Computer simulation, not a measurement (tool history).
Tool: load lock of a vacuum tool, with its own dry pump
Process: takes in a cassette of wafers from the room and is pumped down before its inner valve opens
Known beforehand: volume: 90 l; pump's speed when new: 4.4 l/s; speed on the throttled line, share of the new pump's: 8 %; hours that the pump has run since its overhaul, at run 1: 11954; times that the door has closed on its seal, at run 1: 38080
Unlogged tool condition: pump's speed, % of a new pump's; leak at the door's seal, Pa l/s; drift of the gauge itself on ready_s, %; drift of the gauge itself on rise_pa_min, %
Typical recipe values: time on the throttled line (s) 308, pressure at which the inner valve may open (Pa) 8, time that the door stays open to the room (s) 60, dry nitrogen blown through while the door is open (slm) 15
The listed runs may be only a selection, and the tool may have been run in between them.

| run | hour | time on the throttled line (s) | pressure at which the inner valve may open (Pa) | time that the door stays open to the room (s) | dry nitrogen blown through while the door is open (slm) | hours that the pump has run since its overhaul | times that the door has closed on its seal | incoming humidity of the room's air, % | time from the closed door until the inner valve may open (s) | rise of the pressure with all valves shut (Pa/min) |
|---|---|---|---|---|---|---|---|---|---|---|
| 1 | 0.0 | 308 | 8 | 60 | 15 | 11954 | 38080 | 46.9 | 499.0 | 0.158 |
| 2 | 280.5 | 308 | 8 | 60 | 15 | 12234 | 38573 | 43.6 | 502.7 | 0.160 |
| 3 | 568.0 | 308 | 8 | 60 | 15 | 12522 | 39079 | 46.4 | 494.0 | 0.164 |
| 4 | 1246.3 | 308 | 8 | 60 | 15 | 13200 | 40272 | 43.9 | 498.4 | 0.166 |
| 5 | 1795.7 | 308 | 8 | 60 | 15 | 13749 | 41238 | 43.6 | 503.0 | 0.175 |
| 6 | 2263.8 | 308 | 8 | 60 | 32 | 14218 | 42061 | 43.5 | 499.0 | 0.166 |
| 7 | 2845.6 | 308 | 8 | 60 | 32 | 14799 | 43084 | 44.7 | 502.5 | 0.175 |
| 8 | 3522.0 | 308 | 8 | 60 | 32 | 15476 | 44274 | 45.5 | 501.4 | 0.186 |
| 9 | 4166.8 | 308 | 8 | 60 | 32 | 16121 | 45408 | 44.5 | 502.0 | 0.192 |
| 10 | 4715.6 | 199 | 8 | 60 | 15 | 16669 | 46373 | 46.2 | 403.8 | 0.209 |
| 11 | 5136.3 | 199 | 8 | 60 | 15 | 17090 | 47113 | 47.4 | 406.2 | 0.206 |
| 12 | 5788.2 | 412 | 9 | 60 | 10 | 17742 | 48260 | 45.8 | 601.3 | 0.227 |
| 13 | 6362.9 | 412 | 9 | 60 | 10 | 18317 | 49271 | 45.1 | 602.1 | 0.235 |
| 14 | 6702.4 | 412 | 9 | 60 | 6 | 18656 | 49868 | 43.8 | 601.4 | 0.240 |
| 15 | 7226.5 | 412 | 9 | 60 | 6 | 19180 | 50790 | 45.1 | 603.2 | 0.252 |
| 16 | 7804.3 | 308 | 8 | 40 | 7 | 19758 | 51806 | 44.3 | 509.6 | 0.245 |
| 17 | 8301.6 | 308 | 8 | 63 | 43 | 20255 | 52680 | 44.3 | 515.1 | 0.242 |
| 18 | 8978.8 | 208 | 8 | 34 | 15 | 20933 | 53872 | 43.9 | 426.6 | 0.255 |

Predict each of these 5 candidate next runs independently; none follows another, all start after run 18:
|  | 9483.5 | dry pump taken out, an overhauled one fitted |
| A | 9550.1 | 208 | 8 | 34 | 32 | 67 | 54866 | 45.1 | ? | ? |
|  | 9483.5 | dry pump taken out, an overhauled one fitted |
| B | 9550.1 | 208 | 8 | 149 | 15 | 67 | 54866 | 45.5 | ? | ? |
|  | 9483.5 | dry pump taken out, an overhauled one fitted |
| C | 9550.1 | 308 | 11 | 55 | 15 | 67 | 54866 | 44.4 | ? | ? |
|  | 9483.5 | dry pump taken out, an overhauled one fitted |
| D | 9550.1 | 308 | 8 | 45 | 15 | 67 | 54866 | 43.5 | ? | ? |
|  | 9483.5 | dry pump taken out, an overhauled one fitted |
| E | 9550.1 | 292 | 8 | 51 | 10 | 67 | 54866 | 42.5 | ? | ? |

| run | time from the closed door until the inner valve may open (s) | rise of the pressure with all valves shut (Pa/min) |
|---|---|---|
| A | 390.0 | 0.250 |
| B | 383.3 | 0.282 |
| C | 478.8 | 0.261 |
| D | 479.3 | 0.256 |
| E | 461.7 | 0.263 |
With no hidden state in the tool, these same runs would have given:
| run | time from the closed door until the inner valve may open (s) | rise of the pressure with all valves shut (Pa/min) |
|---|---|---|
| A | 387.8 | 0.009 |
| B | 381.5 | 0.042 |
| C | 476.7 | 0.022 |
| D | 477.6 | 0.017 |
| E | 459.9 | 0.021 |
